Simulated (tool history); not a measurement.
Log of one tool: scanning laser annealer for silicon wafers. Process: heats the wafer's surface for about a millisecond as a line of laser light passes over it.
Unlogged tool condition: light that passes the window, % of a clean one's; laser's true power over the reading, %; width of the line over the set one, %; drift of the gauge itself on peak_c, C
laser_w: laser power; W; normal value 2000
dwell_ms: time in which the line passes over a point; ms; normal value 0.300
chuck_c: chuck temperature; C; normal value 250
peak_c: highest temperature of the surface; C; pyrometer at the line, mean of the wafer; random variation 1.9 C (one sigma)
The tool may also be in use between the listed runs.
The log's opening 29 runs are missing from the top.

run,hour,laser_w,dwell_ms,chuck_c,hours of work since the window was cleaned,hours of work since the power meter was calibrated,hours of work since the optics were aligned,peak_c
30,325.9,2000,0.364,235,225,56,1434,1158
31,339.7,1799,0.234,254,231,63,1440,889
32,345.7,2000,0.283,250,234,65,1443,1051
33,359.8,1963,0.227,270,240,71,1449,960
34,366.5,1963,0.227,270,243,74,1452,962
35,375.8,1963,0.248,224,247,78,1456,952
36,381.8,2097,0.304,250,250,81,1459,1132
37,394.6,2000,0.243,250,256,87,1465,983
38,401.3,2000,0.300,211,258,90,1468,1039
39,410.6,2000,0.300,211,263,94,1472,1038
40,416.9,2000,0.300,211,265,97,1474,1036

Run 41, settings as shown, results not yet in. Your forecast:
41,428.5,1939,0.234,224,270,102,1480,?

peak_c: 916 C
With no hidden state in the tool, this same run would have given peak_c 934 C.
